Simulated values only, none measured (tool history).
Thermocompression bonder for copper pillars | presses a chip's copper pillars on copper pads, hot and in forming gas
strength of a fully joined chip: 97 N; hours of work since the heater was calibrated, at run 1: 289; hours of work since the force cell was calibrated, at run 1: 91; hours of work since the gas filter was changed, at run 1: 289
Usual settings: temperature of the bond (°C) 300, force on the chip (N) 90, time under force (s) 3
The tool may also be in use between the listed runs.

run	day	temperature of the bond (°C)	force on the chip (N)	time under force (s)	hours of work since the heater was calibrated	hours of work since the force cell was calibrated	hours of work since the gas filter was changed	force that shears a chip off (N)
1	0.000	300	90	3	289	91	289	36.4
2	2.946	300	90	3	345	147	345	36.1
# day 4.608: forming gas filter changed
3	6.404	300	90	3	410	212	34	37.5
4	9.333	300	71	3	465	267	89	33.1
5	12.217	300	71	3	519	322	144	32.1
# day 12.479: heater calibrated with a thermocouple chip
6	16.350	300	71	3	73	398	220	31.1
7	18.658	285	90	3	117	442	264	28.7
8	21.888	288	111	4	178	503	325	36.9
# day 24.633: forming gas filter changed
9	25.908	306	82	3	253	578	24	38.0
10	28.254	306	82	3	298	622	68	37.7
# day 29.096: heater calibrated with a thermocouple chip, once more
11	31.138	306	82	3	39	675	121	39.5

5 ways to go on from here, each from the tool as it stands after run 11. What would each give?
A	34.492	326	90	3	102	739	185	?
B	34.492	306	129	2	102	739	185	?
C	34.492	320	82	3	102	739	185	?
D	34.492	312	83	3	102	739	185	?
E	34.492	306	125	4	102	739	185	?

run	force that shears a chip off (N)
A	52.2
B	42.0
C	46.0
D	42.1
E	52.7
Without the tool's hidden state the same runs would have given:
run	force that shears a chip off (N)
A	53.8
B	43.3
C	47.4
D	43.4
E	54.3

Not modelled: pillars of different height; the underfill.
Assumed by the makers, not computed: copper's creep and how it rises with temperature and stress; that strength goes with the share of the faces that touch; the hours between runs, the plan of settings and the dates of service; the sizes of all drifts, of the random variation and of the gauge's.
